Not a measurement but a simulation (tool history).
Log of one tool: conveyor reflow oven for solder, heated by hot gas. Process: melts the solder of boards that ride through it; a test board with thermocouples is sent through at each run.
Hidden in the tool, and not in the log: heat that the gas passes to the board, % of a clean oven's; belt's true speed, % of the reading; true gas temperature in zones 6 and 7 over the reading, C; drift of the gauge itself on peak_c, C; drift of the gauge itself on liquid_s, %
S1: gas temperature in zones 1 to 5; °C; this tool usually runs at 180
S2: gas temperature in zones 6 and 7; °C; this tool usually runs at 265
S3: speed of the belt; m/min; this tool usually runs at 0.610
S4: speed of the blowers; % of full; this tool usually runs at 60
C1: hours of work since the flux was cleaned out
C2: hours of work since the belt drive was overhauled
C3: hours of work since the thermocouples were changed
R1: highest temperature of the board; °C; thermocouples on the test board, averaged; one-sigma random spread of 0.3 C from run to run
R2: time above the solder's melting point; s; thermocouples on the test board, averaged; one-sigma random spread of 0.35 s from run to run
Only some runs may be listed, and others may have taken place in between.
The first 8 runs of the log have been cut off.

Run 9, hour 478.8: usual settings; C1 330; C2 34; C3 25. Result: R1 240.2 °C, R2 40.4 s.
Run 10, hour 550.4: usual settings but S1 168 °C; C1 362; C2 66; C3 57. Result: R1 236.5 °C, R2 32.9 s.
Run 11, hour 617.9: usual settings; C1 391; C2 95; C3 86. Result: R1 239.3 °C, R2 40.7 s.
Run 12, hour 675.7: usual settings; C1 416; C2 120; C3 111. Result: R1 239.7 °C, R2 40.1 s.
Run 13, hour 761.0: usual settings; C1 454; C2 158; C3 149. Result: R1 239.7 °C, R2 39.3 s.
At hour 769.9: flux residue cleaned out of gas plates and filters.
Run 14, hour 860.4: usual settings; C1 40; C2 199; C3 190. Result: R1 242.5 °C, R2 43.7 s.
Run 15, hour 956.2: usual settings; C1 81; C2 241; C3 232. Result: R1 241.8 °C, R2 43.8 s.
Run 16, hour 1010.2: usual settings; C1 105; C2 264; C3 255. Result: R1 242.1 °C, R2 42.7 s.
Run 17, hour 1076.5: usual settings; C1 134; C2 293; C3 284. Result: R1 241.6 °C, R2 42.8 s.
Run 18, hour 1123.3: usual settings but S1 184 °C, S2 276 °C, S3 0.677 m/min, S4 73 % of full; C1 154; C2 314; C3 305. Result: R1 251.3 °C, R2 46.6 s.
Run 19, hour 1187.1: usual settings but S4 66 % of full; C1 182; C2 342; C3 333. Result: R1 243.1 °C, R2 44.7 s.
Run 20, hour 1236.8: usual settings; C1 204; C2 363; C3 354. Result: R1 241.3 °C, R2 42.3 s.
Run 21, hour 1324.2: usual settings but S1 186 °C, S2 260 °C, S3 0.727 m/min, S4 87 % of full; C1 242; C2 401; C3 392. Result: R1 238.3 °C, R2 35.4 s.
Run 22, hour 1417.1: usual settings but S3 0.692 m/min; C1 283; C2 442; C3 433. Result: R1 235.0 °C, R2 30.5 s.
Run 23, hour 1466.7: usual settings but S4 89 % of full; C1 304; C2 464; C3 455. Result: R1 246.8 °C, R2 49.6 s.
Run 24, hour 1523.8: usual settings but S1 185 °C, S2 270 °C, S3 0.695 m/min, S4 62 % of full; C1 329; C2 489; C3 480. Result: R1 240.3 °C, R2 37.1 s.
Run 25, hour 1576.2: usual settings but S1 185 °C, S2 270 °C, S3 0.695 m/min, S4 62 % of full; C1 352; C2 511; C3 502. Result: R1 240.0 °C, R2 36.6 s.
At hour 1638.1: thermocouples of zones 6 and 7 changed.
Run 26, hour 1646.5: usual settings but S1 185 °C, S2 270 °C, S3 0.695 m/min, S4 62 % of full; C1 382; C2 541; C3 4. Result: R1 240.3 °C, R2 36.5 s.
Run 27, hour 1719.9: usual settings but S2 260 °C, S3 0.680 m/min, S4 63 % of full; C1 414; C2 573; C3 36. Result: R1 232.9 °C, R2 29.0 s.
Run 28, hour 1806.0: usual settings but S1 195 °C, S3 0.650 m/min; C1 452; C2 611; C3 73. Result: R1 241.7 °C, R2 44.6 s.
At hour 1821.7: flux residue cleaned out of gas plates and filters.
Run 29, hour 1862.9: usual settings but S1 195 °C, S3 0.650 m/min; C1 18; C2 634; C3 96. Result: R1 244.3 °C, R2 48.5 s.
Run 30, hour 1929.4: usual settings but S1 195 °C, S3 0.650 m/min; C1 47; C2 663; C3 125. Result: R1 244.4 °C, R2 48.3 s.
Run 31, hour 1973.5: usual settings but S1 172 °C, S2 259 °C, S3 0.718 m/min, S4 73 % of full; C1 66; C2 682; C3 144. Result: R1 233.9 °C, R2 25.9 s.

Each row is a separate what-if for the run after 31, all from the same tool condition, not one after another. Results?
Run A, hour 2017.9: usual settings but S1 172 °C, S2 259 °C, S3 0.668 m/min, S4 73 % of full; C1 86; C2 701; C3 164. Result: R1 ?, R2 ?.
Run B, hour 2017.9: usual settings but S3 0.664 m/min; C1 86; C2 701; C3 164. Result: R1 ?, R2 ?.
Run C, hour 2017.9: usual settings but S1 172 °C, S2 255 °C, S3 0.658 m/min, S4 56 % of full; C1 86; C2 701; C3 164. Result: R1 ?, R2 ?.

run     R1    R2
  A  236.0  31.6
  B  238.7  36.1
  C  228.1  21.4
Without the tool's hidden state the same runs would have given:
run     R1    R2
  A  236.4  31.7
  B  239.0  35.9
  C  228.4  21.6
